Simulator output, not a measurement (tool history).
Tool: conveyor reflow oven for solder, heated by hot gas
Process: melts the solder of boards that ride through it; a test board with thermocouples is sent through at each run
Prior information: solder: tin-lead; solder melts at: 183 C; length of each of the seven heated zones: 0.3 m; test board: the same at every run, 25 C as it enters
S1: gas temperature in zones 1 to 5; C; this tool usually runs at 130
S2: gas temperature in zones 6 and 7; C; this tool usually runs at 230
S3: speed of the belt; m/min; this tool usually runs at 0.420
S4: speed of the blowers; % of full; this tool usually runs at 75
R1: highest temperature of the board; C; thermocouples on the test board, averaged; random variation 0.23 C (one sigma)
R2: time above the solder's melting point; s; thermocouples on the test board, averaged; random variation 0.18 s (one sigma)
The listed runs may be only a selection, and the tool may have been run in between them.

run    hour   S1   S2     S3  S4     R1    R2
  1     0.0  130  230  0.420  75  214.5  60.6
  2    75.3  130  230  0.394  75  216.8  66.6
  3   137.5  130  230  0.394  75  218.0  67.9
  4   200.9  130  230  0.420  75  215.9  61.4
  5   265.7  130  230  0.420  75  216.8  62.6
  6   315.2  130  230  0.420  75  217.1  62.3
  7   365.7  130  230  0.420  75  216.5  61.6
  8   403.8  130  230  0.420  75  216.4  61.8
  9   439.1  130  230  0.420  75  216.0  61.7
 10   499.7  130  230  0.420  75  216.4  61.4
 11   569.1  130  230  0.420  75  216.8  62.1
 12   644.2  130  230  0.420  75  216.4  62.1
 13   675.8  130  230  0.420  75  215.8  61.6
 14   725.8  130  230  0.420  64  212.9  58.6
 15   786.6  130  230  0.420  75  215.7  61.7
 16   826.8  130  230  0.420  75  215.7  61.4
 17   876.9  130  230  0.459  75  212.5  53.1
 18   954.6  130  230  0.459  75  212.9  53.3
 19  1001.6  133  226  0.410  70  211.9  60.6
 20  1035.9  133  226  0.410  70  212.0  60.9
 21  1108.6  133  226  0.410  70  212.8  62.1
 22  1182.7  122  230  0.420  75  215.3  58.8
 23  1227.8  142  235  0.485  73  217.7  58.0
 24  1303.0  130  235  0.489  68  214.6  51.0
 25  1358.8  133  227  0.486  75  209.7  47.6
 26  1390.0  133  227  0.486  75  209.8  47.5
 27  1426.2  130  230  0.422  65  213.4  58.1
 28  1471.9  130  220  0.392  69  207.3  57.4
 29  1527.4  130  220  0.392  69  207.1  57.2
 30  1589.9  141  240  0.392  69  226.4  78.7

The log once held 7 entries between its listed runs, left out of this copy. Where does each go, and what is different about the tool's unlogged condition between the listed run before it and the listed run after it?
Runs 2 to 3: thermocouples of zones 6 and 7 changed (hour 122.7)
  heat that the gas passes to the board, % of a clean oven's: 96.9 -> 96.3; belt's true speed, % of the reading: 99.81 -> 99.75; true gas temperature in zones 6 and 7 over the reading, C: -1.84 -> 0
  measured less the result without the state, R1: -2.3 -> -0.8 C; R2: -2.0 -> -0.7 s
Runs 4 to 5: flux residue cleaned out of gas plates and filters (hour 224.0)
  heat that the gas passes to the board, % of a clean oven's: 95.7 -> 99.5; belt's true speed, % of the reading: 99.69 -> 99.63; true gas temperature in zones 6 and 7 over the reading, C: -0.14 -> -0.26
  measured less the result without the state, R1: -1.1 -> -0.3 C; R2: -1.0 -> +0.1 s
Runs 10 to 11: flux residue cleaned out of gas plates and filters (hour 566.8)
  heat that the gas passes to the board, % of a clean oven's: 97.1 -> 99.5; belt's true speed, % of the reading: 99.42 -> 99.36; true gas temperature in zones 6 and 7 over the reading, C: -0.75 -> -0.88
  measured less the result without the state, R1: -1.2 -> -0.7 C; R2: -0.7 -> -0.2 s
Runs 17 to 18: flux residue cleaned out of gas plates and filters (hour 909.3)
  heat that the gas passes to the board, % of a clean oven's: 96.7 -> 98.9; belt's true speed, % of the reading: 99.06 -> 98.99; true gas temperature in zones 6 and 7 over the reading, C: -1.52 -> -1.67
  measured less the result without the state, R1: -1.9 -> -1.5 C; R2: -1.3 -> -0.7 s
Runs 20 to 21: thermocouples of zones 6 and 7 changed (hour 1095.0)
  heat that the gas passes to the board, % of a clean oven's: 98.1 -> 97.5; belt's true speed, % of the reading: 98.91 -> 98.84; true gas temperature in zones 6 and 7 over the reading, C: -1.84 -> -0.17
  measured less the result without the state, R1: -1.8 -> -0.3 C; R2: -1.0 -> +0.3 s
Runs 23 to 24: flux residue cleaned out of gas plates and filters (hour 1255.7)
  heat that the gas passes to the board, % of a clean oven's: 96.3 -> 99.1; belt's true speed, % of the reading: 98.74 -> 98.67; true gas temperature in zones 6 and 7 over the reading, C: -0.41 -> -0.57
  measured less the result without the state, R1: -0.9 -> -0.3 C; R2: +0.0 -> +0.5 s
Runs 24 to 25: belt drive overhauled, speed set with a stopwatch (hour 1334.8)
  heat that the gas passes to the board, % of a clean oven's: 99.1 -> 98.6; belt's true speed, % of the reading: 98.67 -> 99.9; true gas temperature in zones 6 and 7 over the reading, C: -0.57 -> -0.67
  measured less the result without the state, R1: -0.3 -> -0.9 C; R2: +0.5 -> -0.9 s

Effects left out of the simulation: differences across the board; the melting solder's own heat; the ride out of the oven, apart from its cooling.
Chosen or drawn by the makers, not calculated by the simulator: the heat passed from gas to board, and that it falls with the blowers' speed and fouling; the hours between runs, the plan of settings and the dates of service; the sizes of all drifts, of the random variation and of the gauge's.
